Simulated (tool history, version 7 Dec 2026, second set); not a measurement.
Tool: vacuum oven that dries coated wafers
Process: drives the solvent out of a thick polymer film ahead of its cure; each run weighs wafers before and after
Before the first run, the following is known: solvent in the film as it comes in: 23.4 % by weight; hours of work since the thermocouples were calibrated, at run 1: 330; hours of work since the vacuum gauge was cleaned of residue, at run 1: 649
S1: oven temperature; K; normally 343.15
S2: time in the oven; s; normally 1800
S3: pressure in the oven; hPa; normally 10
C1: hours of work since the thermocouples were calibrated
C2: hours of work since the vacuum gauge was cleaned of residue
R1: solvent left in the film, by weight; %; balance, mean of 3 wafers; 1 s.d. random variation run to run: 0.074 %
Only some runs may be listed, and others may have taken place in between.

run 1 hour=0 | S1=343.15 S2=1800 S3=10 | C1=330 C2=649 | R1=5.14
run 2 hour=18.1 | S1=343.15 S2=1800 S3=19.4 | C1=343 C2=662 | R1=5.55
run 3 hour=36 | S1=343.15 S2=1800 S3=10 | C1=356 C2=675 | R1=5.16
run 4 hour=52.5 | S1=343.15 S2=1800 S3=10 | C1=368 C2=687 | R1=5.35
run 5 hour=86.3 | S1=343.15 S2=1800 S3=10 | C1=393 C2=712 | R1=5.23
run 6 hour=113.6 | S1=343.15 S2=1800 S3=10 | C1=413 C2=731 | R1=5.29
run 7 hour=140.8 | S1=343.15 S2=1800 S3=10 | C1=432 C2=751 | R1=5.26
run 8 hour=165.4 | S1=343.15 S2=1800 S3=26 | C1=450 C2=769 | R1=5.76
run 9 hour=191.2 | S1=343.15 S2=1800 S3=26 | C1=469 C2=788 | R1=5.74
run 10 hour=222.7 | S1=343.15 S2=1980 S3=10 | C1=492 C2=810 | R1=4.64
run 11 hour=240.2 | S1=332.15 S2=1800 S3=10 | C1=504 C2=823 | R1=11.25
run 12 hour=256.4 | S1=343.15 S2=1800 S3=5.3 | C1=516 C2=835 | R1=4.98
run 13 hour=272.4 | S1=343.15 S2=1800 S3=5.3 | C1=528 C2=846 | R1=4.92
run 14 hour=288.1 | S1=343.15 S2=1800 S3=10 | C1=539 C2=858 | R1=5.24
run 15 hour=306.2 | S1=343.15 S2=1800 S3=10 | C1=552 C2=871 | R1=5.13
run 16 hour=337.5 | S1=343.15 S2=1800 S3=10 | C1=575 C2=893 | R1=5.15
run 17 hour=369.4 | S1=343.15 S2=1800 S3=10 | C1=598 C2=916 | R1=5.15
run 18 hour=388.9 | S1=343.15 S2=1620 S3=10 | C1=612 C2=931 | R1=5.77
run 19 hour=405.5 | S1=343.15 S2=1620 S3=10 | C1=624 C2=943 | R1=5.87
-- hour=409.1 oven's thermocouples calibrated
run 20 hour=432.5 | S1=343.15 S2=1620 S3=10 | C1=17 C2=961 | R1=5.56
run 21 hour=454.2 | S1=343.15 S2=1620 S3=10 | C1=33 C2=976 | R1=5.57
run 22 hour=475.1 | S1=329.15 S2=1800 S3=10 | C1=48 C2=992 | R1=12.57
run 23 hour=493.2 | S1=343.15 S2=1800 S3=10 | C1=61 C2=1005 | R1=4.88
-- hour=503.1 oven's thermocouples calibrated, once more
run 24 hour=521.5 | S1=343.15 S2=1800 S3=10 | C1=13 C2=1024 | R1=5.38
run 25 hour=540.9 | S1=343.15 S2=1800 S3=10 | C1=27 C2=1038 | R1=5.36
run 26 hour=560.1 | S1=351.15 S2=1560 S3=21.1 | C1=41 C2=1052 | R1=2.78
run 27 hour=579 | S1=351.15 S2=1560 S3=21.1 | C1=55 C2=1065 | R1=2.82
run 28 hour=593.9 | S1=356.15 S2=2100 S3=16.8 | C1=66 C2=1076 | R1=0.73
run 29 hour=627.7 | S1=356.15 S2=2100 S3=38.4 | C1=90 C2=1101 | R1=1.31
run 30 hour=660.4 | S1=356.15 S2=2100 S3=38.4 | C1=114 C2=1124 | R1=1.2
run 31 hour=685.1 | S1=343.15 S2=1800 S3=5.8 | C1=132 C2=1142 | R1=5.2
run 32 hour=703.2 | S1=337.15 S2=1800 S3=15.9 | C1=145 C2=1155 | R1=8.87
run 33 hour=721.9 | S1=331.15 S2=1800 S3=12.2 | C1=158 C2=1169 | R1=12.12
run 34 hour=745.3 | S1=331.15 S2=1800 S3=12.2 | C1=175 C2=1186 | R1=12.03
run 35 hour=772.4 | S1=343.15 S2=1080 S3=10 | C1=195 C2=1205 | R1=8.63
run 36 hour=799.5 | S1=343.15 S2=1080 S3=10 | C1=215 C2=1225 | R1=8.63
run 37 hour=826.5 | S1=348.15 S2=1200 S3=28.8 | C1=234 C2=1244 | R1=5.68
run 38 hour=860.2 | S1=343.15 S2=960 S3=10 | C1=258 C2=1269 | R1=9.26
run 39 hour=882.7 | S1=343.15 S2=2460 S3=18.9 | C1=275 C2=1285 | R1=3.74
run 40 hour=905.6 | S1=334.15 S2=2220 S3=27.8 | C1=291 C2=1302 | R1=9.78
run 41 hour=929 | S1=337.15 S2=1260 S3=8.9 | C1=308 C2=1319 | R1=11.06
run 42 hour=952.3 | S1=356.15 S2=1680 S3=16 | C1=325 C2=1336 | R1=1.11
run 43 hour=970.8 | S1=340.15 S2=1200 S3=10 | C1=339 C2=1349 | R1=9.63
run 44 hour=996.1 | S1=343.15 S2=1920 S3=10 | C1=357 C2=1367 | R1=4.79
run 45 hour=1028.4 | S1=353.15 S2=2940 S3=15.6 | C1=380 C2=1391 | R1=0.72
run 46 hour=1054.3 | S1=353.15 S2=2940 S3=15.6 | C1=399 C2=1409 | R1=0.72

Branching from run 46: 3 alternative next runs. What would each branch give?
run A hour=1074.2 | S1=330.15 S2=1800 S3=23.9 | C1=413 C2=1424 | R1=?
run B hour=1074.2 | S1=343.15 S2=1620 S3=9.2 | C1=413 C2=1424 | R1=?
run C hour=1074.2 | S1=348.15 S2=2040 S3=6.5 | C1=413 C2=1424 | R1=?

run=A R1=13.1
run=B R1=5.74
run=C R1=2.06
Had the tool no hidden state, the same runs would have come out as:
run=A R1=13.32
run=B R1=6.03
run=C R1=2.18
